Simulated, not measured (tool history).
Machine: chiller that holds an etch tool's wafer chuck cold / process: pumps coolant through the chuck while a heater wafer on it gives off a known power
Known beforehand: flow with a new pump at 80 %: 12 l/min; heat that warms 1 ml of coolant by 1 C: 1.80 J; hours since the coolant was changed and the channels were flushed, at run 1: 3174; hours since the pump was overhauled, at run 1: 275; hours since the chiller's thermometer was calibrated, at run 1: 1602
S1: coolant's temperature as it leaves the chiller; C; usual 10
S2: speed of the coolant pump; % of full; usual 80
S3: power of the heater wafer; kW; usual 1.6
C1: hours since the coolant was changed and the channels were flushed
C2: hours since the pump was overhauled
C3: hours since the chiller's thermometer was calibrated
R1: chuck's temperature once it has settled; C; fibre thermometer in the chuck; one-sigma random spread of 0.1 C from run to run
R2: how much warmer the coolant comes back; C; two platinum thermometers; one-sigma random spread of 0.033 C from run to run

run   hour  S1  S2     S3    C1    C2    C3    R1    R2
  1      0  10  80    1.6  3174   275  1602  21.4  4.45
  2  130.6  10  80  1.813  3305   406  1732  23.2  5.07
  3  230.7  10  80  1.813  3405   506  1832  23.3  5.03
  4  328.2  10  80  1.813  3502   603  1930  23.1  5.06
  5    464  10  80  1.813  3638   739  2066  23.2  5.05
  6  588.2  10  80   0.96  3762   863  2190  16.8   2.7
  7  666.6  10  89  1.369  3841   942  2268  18.9  3.39
  8  768.1  10  89  1.369  3942  1043  2370  18.9   3.4
  9  848.5  10  69  1.345  4023  1124  2450  21.2   4.4
     883.8  -- coolant changed, channels flushed
 10  950.2  10  74  1.521    66  1219  2546  21.7  4.66

Here are 3 independent what-if runs from the current tool condition. What would each one return?
  A  1047.1  10  80  1.521  163  1316  2643   ?   ?
  B  1047.1   1  87  1.319  163  1316  2643   ?   ?
  C  1047.1  10  74  2.282  163  1316  2643   ?   ?

run    R1    R2
  A  20.8  4.29
  B   9.8  3.44
  C  27.6  6.91
Take away the tool's hidden state, keep each run's random variation, and the runs would have read:
run    R1    R2
  A  20.8  4.22
  B   9.7  3.37
  C  27.6  6.84

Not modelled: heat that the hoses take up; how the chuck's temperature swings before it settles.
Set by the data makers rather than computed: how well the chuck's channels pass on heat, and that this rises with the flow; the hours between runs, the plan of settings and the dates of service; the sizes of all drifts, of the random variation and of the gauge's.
